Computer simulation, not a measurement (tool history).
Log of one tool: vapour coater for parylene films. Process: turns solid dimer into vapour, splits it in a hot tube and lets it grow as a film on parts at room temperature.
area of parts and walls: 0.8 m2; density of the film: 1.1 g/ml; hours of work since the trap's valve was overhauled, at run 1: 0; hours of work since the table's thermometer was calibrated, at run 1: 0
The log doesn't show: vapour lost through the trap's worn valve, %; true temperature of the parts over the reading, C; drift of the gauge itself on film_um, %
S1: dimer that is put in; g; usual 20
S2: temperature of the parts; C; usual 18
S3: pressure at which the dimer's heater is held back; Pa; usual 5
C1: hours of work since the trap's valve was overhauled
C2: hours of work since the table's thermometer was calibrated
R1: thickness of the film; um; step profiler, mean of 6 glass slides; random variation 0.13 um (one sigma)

run    hour  S1  S2    S3   C1   C2     R1
  1       0  20  18     5    0    0  16.19
  2    73.1  20  18  7.61   54   54  14.96
  3   121.6  20  18  7.61   89   89  15.12
  4   178.6  20  18  7.61  131  131  14.78
  5   226.3  33  18  7.61  166  166  23.89
  6   265.5  33  18  7.61  195  195  24.36
  7   336.8  33  18  7.61  247  247  23.91
  8   390.9  33  18  7.61  287  287  23.75
  9   426.4  33  18  7.61  313  313  23.58
      511.7  -- trap's valve overhauled
 10   511.7  20  22     5    0  373  15.43
 11   551.9  20  22     5   29  402  15.41
 12   594.7  20  22     5   61  434  15.28
 13   659.6  11  18     5  109  481   8.94
 14   723.4  20  27     5  155  528  13.69
 15   777.1  20  27     5  195  568  13.65
 16   854.4  20  27     5  252  624  13.31
 17   900.6  20  18     5  285  658  15.72
 18     937  20  18     5  312  685  15.94
 19   971.7  20  18     5  338  710  15.66
     1023.8  -- trap's valve overhauled
 20  1039.8  29  18     5   12  758  23.88
 21  1088.2  29  18     5   47  793  23.58
 22    1147  20  16     5   90  836  16.75
 23  1223.6  26  18     5  147  892  21.03
 24  1276.2  31  30  3.74  185  931  21.26
 25  1327.4  31  30  3.74  223  969  21.16
     1350.7  -- table's thermometer calibrated
 26  1380.4  31  30  3.74  261   22  20.93
 27    1437  30  24  3.74  303   63   22.4
 28  1492.5  16  18     5  343  104  12.29
     1540.4  -- trap's valve overhauled
 29  1560.9  22  18  5.35   15  151  17.81
 30  1615.7   8  27  3.92   55  192   5.76
 31  1674.4  15  12  6.79   98  235  12.76
 32  1740.7  15  12  6.79  147  283   12.8
 33  1778.4  15  12  6.79  175  311  12.51
 34  1832.3  21  16  3.11  214  351  19.05
 35    1867  20  12   2.2  240  376  21.25
 36    1934  26  18  3.92  289  425  21.64
 37  1982.6  11  22  5.88  325  461    7.8
     2054.8  -- trap's valve overhauled
 38  2068.3  11  22  5.88   10  521   8.01
 39  2140.8  20  18   7.2   63  574  15.21
 40  2185.3  20  18   7.2   96  607  14.99
 41  2222.7  16  21  7.56  123  634  11.32
 42  2271.6  18  21  2.91  159  670  15.58
 43  2334.5  11  25  2.91  205  716   8.86
 44  2392.9  24  18  4.23  248  759  19.98
 45  2471.8  33  11  2.58  306  817  33.71

Hidden state or all else? Some run-to-run changes of R1, split into what the settings, what came in and random variation would give without the hidden state, and what is left for the hidden state (with any gauge scatter that isn't in both results):
Run 9 -> 10: S1 33 -> 20, S2 18 -> 22, S3 7.61 -> 5, trap's valve overhauled. R1 -8.15 um: hidden state +1.12, all else -9.27.
Run 19 -> 20: S1 20 -> 29, trap's valve overhauled. R1 +8.22 um: hidden state +0.8, all else +7.42.
Run 29 -> 30: S1 22 -> 8, S2 18 -> 27, S3 5.35 -> 3.92. R1 -12.05 um: hidden state +0.02, all else -12.07.
Run 36 -> 37: S1 26 -> 11, S2 18 -> 22, S3 3.92 -> 5.88. R1 -13.84 um: hidden state +0.55, all else -14.39.
Run 44 -> 45: S1 24 -> 33, S2 18 -> 11, S3 4.23 -> 2.58. R1 +13.73 um: hidden state -0.7, all else +14.43.
